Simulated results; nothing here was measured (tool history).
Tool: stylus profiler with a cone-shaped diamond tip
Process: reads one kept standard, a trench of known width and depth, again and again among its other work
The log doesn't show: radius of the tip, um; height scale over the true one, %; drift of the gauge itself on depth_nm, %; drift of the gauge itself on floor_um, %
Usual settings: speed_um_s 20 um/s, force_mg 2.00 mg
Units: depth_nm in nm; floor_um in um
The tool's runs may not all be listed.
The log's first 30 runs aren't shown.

run,hour,speed_um_s,force_mg,scans with this tip,hours of work since the height scale was calibrated,depth_nm,floor_um
31,1189.4,53,1.19,4414,571,101.04,48.44
32,1219.8,40,1.19,4509,584,100.96,48.48
33,1273.5,6,1.83,4677,605,101.34,48.59
34,1319.9,36,1.88,4822,624,101.34,48.55
35,1353.4,36,1.88,4927,638,101.35,48.53
36,1383.4,50,4.12,5020,650,102.27,48.50
37,1420.3,50,4.12,5136,665,102.27,48.49
38,1452.1,18,2.81,5235,678,101.77,48.58
39,1476.9,7,3.05,5313,688,101.87,48.51
40,1510.0,7,3.05,5416,701,101.86,48.57
41,1546.5,11,3.68,5530,716,102.14,48.57
42,1592.3,11,3.68,5673,734,102.12,48.56
43,1629.6,20,1.73,5790,750,101.25,48.50
44,1670.3,9,1.73,5917,766,101.27,48.52
45,1722.5,9,1.73,6080,787,101.27,48.62
46,1750.5,46,1.73,6168,798,101.21,48.53
47,1789.7,35,2.17,6290,814,101.44,48.55
48,1817.2,30,1.89,6376,825,101.37,48.56

Forecast each of these 3 alternatives for the next run:
A,1847.5,11,1.38,6471,838,?,?
B,1847.5,6,4.91,6471,838,?,?
C,1847.5,12,1.89,6471,838,?,?

run,depth_nm,floor_um
A,101.10,48.59
B,102.57,48.59
C,101.36,48.52
Without the tool's hidden state the same runs would have given:
run,depth_nm,floor_um
A,101.11,48.60
B,102.58,48.59
C,101.37,48.53
